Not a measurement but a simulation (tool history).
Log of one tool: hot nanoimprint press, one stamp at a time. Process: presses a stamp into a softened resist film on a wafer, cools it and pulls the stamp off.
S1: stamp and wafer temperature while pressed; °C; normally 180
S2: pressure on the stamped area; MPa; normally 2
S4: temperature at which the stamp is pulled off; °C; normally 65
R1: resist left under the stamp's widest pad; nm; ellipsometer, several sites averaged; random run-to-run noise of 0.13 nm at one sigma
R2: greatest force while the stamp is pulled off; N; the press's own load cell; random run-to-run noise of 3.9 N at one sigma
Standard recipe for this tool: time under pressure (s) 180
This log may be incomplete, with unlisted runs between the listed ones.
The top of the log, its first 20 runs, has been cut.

run 21 day=13.325 | S1=184 S2=1.8 time_under_pressure_(s)=282 S4=70 | R1=67.3 R2=225
run 22 day=13.875 | S1=189 S2=2.24 time_under_pressure_(s)=282 S4=70 | R1=53.5 R2=213
run 23 day=14.475 | S1=180 S2=2 time_under_pressure_(s)=256 S4=53 | R1=73.5 R2=299
run 24 day=15.396 | S1=180 S2=2.03 time_under_pressure_(s)=180 S4=65 | R1=84.4 R2=248
-- day=16.458 stamp cleaned and given a new release coat
run 25 day=16.462 | S1=191 S2=2.03 time_under_pressure_(s)=180 S4=58 | R1=65.5 R2=217
run 26 day=17.217 | S1=191 S2=2.03 time_under_pressure_(s)=180 S4=58 | R1=65.3 R2=213
run 27 day=17.958 | S1=191 S2=1.89 time_under_pressure_(s)=143 S4=51 | R1=74.6 R2=236
run 28 day=18.392 | S1=189 S2=2.31 time_under_pressure_(s)=196 S4=51 | R1=62.1 R2=246
run 29 day=19.092 | S1=185 S2=2 time_under_pressure_(s)=335 S4=65 | R1=57.6 R2=194
run 30 day=19.683 | S1=185 S2=2 time_under_pressure_(s)=335 S4=65 | R1=57.5 R2=201

Predict each of these 4 candidate next runs independently; none follows another, all start after run 30:
run A day=20.429 | S1=180 S2=2.32 time_under_pressure_(s)=180 S4=65 | R1=? R2=?
run B day=20.429 | S1=180 S2=2 time_under_pressure_(s)=180 S4=65 | R1=? R2=?
run C day=20.429 | S1=180 S2=1.92 time_under_pressure_(s)=180 S4=69 | R1=? R2=?
run D day=20.429 | S1=185 S2=1.78 time_under_pressure_(s)=335 S4=69 | R1=? R2=?

run=A R1=79.5 R2=205
run=B R1=84.5 R2=199
run=C R1=86 R2=182
run=D R1=60.7 R2=181
Without the tool's unlogged condition, the same runs would have read:
run=A R1=79.1 R2=195
run=B R1=84.2 R2=189
run=C R1=85.8 R2=173
run=D R1=60.6 R2=173
